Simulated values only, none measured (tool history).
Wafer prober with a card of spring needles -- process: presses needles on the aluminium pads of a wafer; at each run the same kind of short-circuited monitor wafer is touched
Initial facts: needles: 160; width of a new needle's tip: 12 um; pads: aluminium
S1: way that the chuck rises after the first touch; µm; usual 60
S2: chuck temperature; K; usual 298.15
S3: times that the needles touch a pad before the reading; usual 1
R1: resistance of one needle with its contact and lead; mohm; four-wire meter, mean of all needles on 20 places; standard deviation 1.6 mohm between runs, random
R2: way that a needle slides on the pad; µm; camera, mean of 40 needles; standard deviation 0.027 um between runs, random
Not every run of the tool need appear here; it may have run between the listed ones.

| run | hour | S1 | S2 | S3 | R1 | R2 |
|---|---|---|---|---|---|---|
| 1 | 0 | 60 | 298.15 | 1 | 159 | 15.75 |
| 2 | 12.3 | 60 | 298.15 | 2 | 163 | 15.75 |
| 3 | 17.4 | 60 | 304.15 | 1 | 173 | 15.73 |
|  | 24.4 | tips cleaned on abrasive film |
| 4 | 28.1 | 60 | 304.15 | 1 | 159 | 15.68 |
| 5 | 40.5 | 60 | 298.15 | 1 | 167 | 15.69 |
|  | 50.5 | tips cleaned on abrasive film |
| 6 | 51.7 | 60 | 298.15 | 1 | 160 | 15.64 |
| 7 | 59.6 | 60 | 298.15 | 1 | 167 | 15.71 |
| 8 | 68.5 | 60 | 298.15 | 1 | 165 | 15.64 |
|  | 76 | tips cleaned on abrasive film |
| 9 | 80 | 60 | 298.15 | 1 | 158 | 15.63 |
| 10 | 90.1 | 60 | 298.15 | 1 | 170 | 15.59 |
| 11 | 97.1 | 60 | 298.15 | 1 | 169 | 15.61 |
|  | 102.2 | tips cleaned on abrasive film |
| 12 | 107.9 | 60 | 298.15 | 1 | 162 | 15.59 |
| 13 | 113.5 | 60 | 298.15 | 1 | 167 | 15.54 |
| 14 | 122.5 | 60 | 298.15 | 1 | 169 | 15.64 |
|  | 127.8 | tips cleaned on abrasive film |
| 15 | 132.4 | 60 | 298.15 | 1 | 160 | 15.56 |
| 16 | 139.5 | 60 | 365.15 | 1 | 180 | 15.57 |
| 17 | 149.4 | 60 | 298.15 | 1 | 170 | 15.56 |
|  | 153 | tips cleaned on abrasive film |
| 18 | 161.5 | 60 | 298.15 | 1 | 162 | 15.53 |
| 19 | 168.5 | 52 | 300.15 | 1 | 172 | 13.45 |
| 20 | 175.8 | 52 | 307.15 | 1 | 174 | 13.41 |
|  | 178.5 | tips cleaned on abrasive film |
| 21 | 185 | 52 | 307.15 | 1 | 166 | 13.38 |
| 22 | 196.4 | 58 | 367.15 | 1 | 182 | 14.94 |
|  | 204 | tips cleaned on abrasive film |
| 23 | 204 | 58 | 367.15 | 1 | 168 | 14.97 |
| 24 | 211.7 | 58 | 367.15 | 1 | 173 | 15 |
| 25 | 218.1 | 58 | 307.15 | 2 | 165 | 14.93 |
| 26 | 228.4 | 58 | 307.15 | 2 | 171 | 14.9 |
|  | 229.2 | tips cleaned on abrasive film |
| 27 | 236.1 | 58 | 309.15 | 2 | 161 | 14.9 |
| 28 | 245.9 | 58 | 309.15 | 2 | 167 | 14.9 |
|  | 254.4 | tips cleaned on abrasive film |
| 29 | 255.8 | 58 | 309.15 | 2 | 158 | 14.89 |
| 30 | 261.3 | 58 | 309.15 | 2 | 159 | 14.91 |
| 31 | 270.6 | 50 | 303.15 | 3 | 166 | 12.77 |
|  | 279.9 | tips cleaned on abrasive film |
| 32 | 282.3 | 50 | 303.15 | 3 | 161 | 12.76 |
|  | 284.5 | height of the first contact set anew |
| 33 | 289.4 | 55 | 303.15 | 2 | 164 | 14.53 |
| 34 | 296.4 | 55 | 303.15 | 2 | 163 | 14.51 |
|  | 306 | tips cleaned on abrasive film |
| 35 | 308.4 | 43 | 298.15 | 1 | 166 | 11.33 |

Alternative continuations, all from the tool just after run 35; predict every row:
| A | 318.3 | 44 | 298.15 | 1 | ? | ? |
| B | 318.3 | 54 | 396.15 | 1 | ? | ? |
| C | 318.3 | 64 | 359.15 | 1 | ? | ? |

| run | R1 | R2 |
|---|---|---|
| A | 175 | 11.61 |
| B | 185 | 14.28 |
| C | 177 | 16.88 |
Without the tool's unlogged condition, the same runs would have read:
| run | R1 | R2 |
|---|---|---|
| A | 157 | 11.63 |
| B | 176 | 14.31 |
| C | 168 | 16.9 |
